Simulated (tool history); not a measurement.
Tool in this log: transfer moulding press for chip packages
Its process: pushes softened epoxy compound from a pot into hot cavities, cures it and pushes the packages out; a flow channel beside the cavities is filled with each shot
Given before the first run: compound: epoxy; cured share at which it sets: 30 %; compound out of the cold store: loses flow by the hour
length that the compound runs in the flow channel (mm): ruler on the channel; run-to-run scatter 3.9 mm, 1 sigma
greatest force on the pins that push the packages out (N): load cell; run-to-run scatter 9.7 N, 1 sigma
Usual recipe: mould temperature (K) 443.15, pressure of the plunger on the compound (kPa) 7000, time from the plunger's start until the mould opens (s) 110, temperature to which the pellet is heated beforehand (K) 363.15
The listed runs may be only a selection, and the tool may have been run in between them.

| run | hour | mould temperature (K) | pressure of the plunger on the compound (kPa) | time from the plunger's start until the mould opens (s) | temperature to which the pellet is heated beforehand (K) | incoming compound's hours out of the cold store | length that the compound runs in the flow channel (mm) | greatest force on the pins that push the packages out (N) |
|---|---|---|---|---|---|---|---|---|
| 1 | 0 | 443.15 | 7000 | 110 | 363.15 | 45.7 | 452 | 707 |
|  | 28.5 | cavities cleaned with cleaning compound and waxed |
| 2 | 57.4 | 443.15 | 7000 | 110 | 363.15 | 42.2 | 456 | 586 |
| 3 | 93.5 | 443.15 | 7000 | 110 | 363.15 | 40.8 | 456 | 711 |
|  | 118.8 | cavities cleaned with cleaning compound and waxed |
| 4 | 119.8 | 443.15 | 7000 | 110 | 355.15 | 38.8 | 463 | 445 |
| 5 | 157.1 | 443.15 | 7000 | 110 | 355.15 | 11.3 | 514 | 662 |
| 6 | 181.2 | 443.15 | 7000 | 110 | 363.15 | 13.6 | 507 | 741 |
|  | 211.8 | cavities cleaned with cleaning compound and waxed |
| 7 | 211.8 | 443.15 | 7000 | 110 | 363.15 | 34.4 | 464 | 470 |
| 8 | 249 | 443.15 | 7000 | 110 | 363.15 | 35.4 | 456 | 642 |
| 9 | 283.3 | 443.15 | 7920 | 110 | 363.15 | 31.8 | 492 | 749 |
|  | 304.8 | cavities cleaned with cleaning compound and waxed |
| 10 | 332.3 | 443.15 | 7000 | 110 | 363.15 | 44.5 | 426 | 586 |
| 11 | 372.3 | 443.15 | 7000 | 110 | 363.15 | 43.5 | 437 | 711 |
|  | 397 | cavities cleaned with cleaning compound and waxed |
|  | 407.8 | mould's thermocouples calibrated |
| 12 | 424.2 | 443.15 | 7000 | 110 | 363.15 | 18.7 | 475 | 558 |
| 13 | 448.1 | 443.15 | 7000 | 110 | 363.15 | 22.6 | 469 | 662 |
| 14 | 479.1 | 444.15 | 5730 | 91 | 372.15 | 35.8 | 394 | 929 |
|  | 492.6 | cavities cleaned with cleaning compound and waxed |
|  | 516.6 | plunger's sealing rings changed |
| 15 | 517.6 | 446.15 | 7000 | 129 | 363.15 | 28.9 | 491 | 494 |
| 16 | 564.1 | 447.15 | 7000 | 110 | 363.15 | 20.2 | 498 | 646 |
|  | 587.7 | cavities cleaned with cleaning compound and waxed |
| 17 | 609.5 | 447.15 | 7000 | 110 | 363.15 | 16 | 513 | 510 |
| 18 | 637.8 | 447.15 | 7000 | 110 | 363.15 | 29.7 | 483 | 598 |
| 19 | 675.8 | 447.15 | 7000 | 110 | 363.15 | 21.9 | 498 | 694 |
|  | 680.5 | cavities cleaned with cleaning compound and waxed |
| 20 | 728.2 | 447.15 | 7000 | 110 | 363.15 | 24.2 | 484 | 619 |
| 21 | 767.3 | 447.15 | 7000 | 110 | 363.15 | 31.3 | 460 | 689 |
|  | 772.7 | cavities cleaned with cleaning compound and waxed |
| 22 | 821.3 | 445.15 | 7000 | 110 | 370.15 | 41.9 | 443 | 608 |
| 23 | 857.7 | 449.15 | 7000 | 110 | 368.15 | 39.5 | 441 | 649 |
|  | 863.9 | cavities cleaned with cleaning compound and waxed |
| 24 | 904.1 | 443.15 | 7000 | 93 | 360.15 | 37 | 450 | 876 |
| 25 | 927.7 | 443.15 | 5700 | 112 | 360.15 | 40.1 | 397 | 691 |
|  | 954.9 | cavities cleaned with cleaning compound and waxed |
| 26 | 983.1 | 446.15 | 5700 | 94 | 360.15 | 11.9 | 443 | 711 |

Below, some changes in length that the compound runs in the flow channel (mm) between adjacent runs. For each, the amount present without the hidden state too (settings, incoming material, random variation) and the amount remaining for the hidden state with gauge scatter not shared by both compared results:
Hidden conditions of the tool in this case: true mould temperature over the reading, C; pressure that reaches the compound, % of what is set; grip of the stained cavities, % over clean ones'; drift of the gauge itself on flow_mm, %; drift of the gauge itself on push_out_n, %.
Run 11 -> 12: cavities cleaned with cleaning compound and waxed, mould's thermocouples calibrated. length that the compound runs in the flow channel (mm) +38: hidden state -10, all else +48.
Run 13 -> 14: mould temperature (K) 443.15 -> 444.15, pressure of the plunger on the compound (kPa) 7000 -> 5730, time from the plunger's start until the mould opens (s) 110 -> 91, temperature to which the pellet is heated beforehand (K) 363.15 -> 372.15. length that the compound runs in the flow channel (mm) -75: hidden state +5, all else -80.
Run 14 -> 15: mould temperature (K) 444.15 -> 446.15, pressure of the plunger on the compound (kPa) 5730 -> 7000, time from the plunger's start until the mould opens (s) 91 -> 129, temperature to which the pellet is heated beforehand (K) 372.15 -> 363.15, cavities cleaned with cleaning compound and waxed, plunger's sealing rings changed. length that the compound runs in the flow channel (mm) +97: hidden state +42, all else +55.

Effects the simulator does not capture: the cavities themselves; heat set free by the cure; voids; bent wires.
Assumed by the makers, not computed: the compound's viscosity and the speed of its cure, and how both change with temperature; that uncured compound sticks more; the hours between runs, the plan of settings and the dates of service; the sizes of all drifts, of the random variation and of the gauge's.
